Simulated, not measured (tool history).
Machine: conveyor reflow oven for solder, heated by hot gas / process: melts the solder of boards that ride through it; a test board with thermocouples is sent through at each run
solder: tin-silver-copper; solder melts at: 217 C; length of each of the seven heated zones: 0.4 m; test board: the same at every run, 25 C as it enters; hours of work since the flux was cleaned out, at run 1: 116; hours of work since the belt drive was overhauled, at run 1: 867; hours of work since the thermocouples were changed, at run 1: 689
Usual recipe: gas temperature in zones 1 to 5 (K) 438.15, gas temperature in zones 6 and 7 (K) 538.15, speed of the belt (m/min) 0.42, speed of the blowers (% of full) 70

run	hour	gas temperature in zones 1 to 5 (K)	gas temperature in zones 6 and 7 (K)	speed of the belt (m/min)	speed of the blowers (% of full)	hours of work since the flux was cleaned out	hours of work since the belt drive was overhauled	hours of work since the thermocouples were changed	highest temperature of the board (K)	time above the solder's melting point (s)
1	0	438.15	538.15	0.42	70	116	867	689	528.45	88.5
2	26.3	438.15	538.15	0.42	70	129	880	702	528.65	86.9
3	71.9	438.15	538.15	0.42	70	152	902	724	528.65	87.6
4	111.5	438.15	538.15	0.42	70	171	922	743	528.45	87.8
5	155.1	438.15	538.15	0.42	70	192	943	765	528.65	88.8
6	198.7	438.15	538.15	0.42	70	213	964	786	528.55	88.6
7	220.3	438.15	538.15	0.42	70	224	975	797	528.25	87.7
# hour 250: thermocouples of zones 6 and 7 changed
8	262	438.15	542.15	0.42	70	243	994	6	530.05	90.1
9	285.7	438.15	542.15	0.42	70	255	1006	17	530.45	89.4
10	318.2	438.15	542.15	0.42	70	271	1021	33	530.25	89.4
11	354.1	438.15	541.15	0.42	70	288	1039	51	529.05	89
12	399.9	438.15	538.15	0.42	70	311	1061	73	526.65	86
13	430.2	438.15	538.15	0.42	70	325	1076	88	526.25	86.7
14	471.6	438.15	538.15	0.42	70	346	1096	108	526.95	85.5
# hour 509.1: flux residue cleaned out of gas plates and filters
15	511.4	425.15	538.15	0.42	70	1	1113	125	526.25	80.4
16	543.8	438.15	529.15	0.42	70	17	1129	141	518.85	78.8
17	573.8	438.15	544.15	0.395	70	32	1144	156	534.75	100.8
18	619.4	438.15	553.15	0.42	85	54	1166	178	543.25	100.7
19	665.2	438.15	553.15	0.42	85	76	1188	200	543.35	101.2
20	704.2	438.15	553.15	0.42	85	95	1207	219	543.15	100.5
21	732.1	438.15	553.15	0.42	85	109	1221	233	543.15	100.9
22	759.9	428.15	528.15	0.42	70	122	1235	246	517.05	71.5

What does the tool deliver on the next run?
23	789.9	438.15	546.15	0.42	67	137	1249	261	?	?

highest temperature of the board (K): 534.45
time above the solder's melting point (s): 94
Take away the tool's hidden state, keep the run-to-run variation as it was, and the same run would have given highest temperature of the board (K) 533.85, time above the solder's melting point (s) 91.7.
